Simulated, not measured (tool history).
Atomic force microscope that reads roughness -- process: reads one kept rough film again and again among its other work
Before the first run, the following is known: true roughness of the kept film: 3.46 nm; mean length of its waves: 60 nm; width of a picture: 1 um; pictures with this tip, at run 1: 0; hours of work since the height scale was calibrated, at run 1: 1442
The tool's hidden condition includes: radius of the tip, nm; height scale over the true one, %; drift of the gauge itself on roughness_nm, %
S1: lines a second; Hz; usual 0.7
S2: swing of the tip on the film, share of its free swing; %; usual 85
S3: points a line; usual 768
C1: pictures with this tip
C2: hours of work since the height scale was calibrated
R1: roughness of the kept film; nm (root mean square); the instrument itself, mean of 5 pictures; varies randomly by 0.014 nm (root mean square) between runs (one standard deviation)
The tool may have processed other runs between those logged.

run     day     S1  S2   S3   C1    C2     R1
  1       0    0.7  85  768    0  1442  3.291
  2   1.508    0.7  85  768   42  1463  3.285
  3   3.542    0.7  85  768   99  1490  3.263
  4   6.717    0.7  85  768  187  1534  3.287
  5   9.512    0.7  85  768  265  1572  3.255
     11.258  -- new tip fitted
  6  11.429    0.7  85  768    5  1598  3.288
  7  14.225    0.7  85  696   83  1637  3.295
  8  16.067    0.7  85  256  134  1662  3.289
  9  18.792    0.7  85  256  210  1699   3.27
 10  21.342  0.561  85  357  281  1734  3.289
     22.483  -- new tip fitted
 11  23.583  0.654  81  688   30  1765    3.3
 12  25.312  0.654  81  688   78  1788  3.299
 13  28.788  0.654  73  611  175  1836  3.334
 14  32.125  0.654  76  277  267  1882  3.295
     33.717  -- new tip fitted
 15  33.754  3.894  85  768    1  1904  2.952
 16    36.9  0.516  84  925   89  1947  3.311
 17  40.288    0.7  85  357  183  1993  3.276
 18  42.371    0.7  85  357  241  2022  3.309

For each entry between runs, how does the tool's hidden state at the last listed run before it compare with that at the first listed run after it?
Between runs 5 and 6: new tip fitted (day 11.258)
  radius of the tip, nm: 7.6 -> 7
Between runs 10 and 11: new tip fitted (day 22.483)
  radius of the tip, nm: 7.6 -> 7.1
Between runs 14 and 15: new tip fitted (day 33.717)
  radius of the tip, nm: 7.5 -> 7
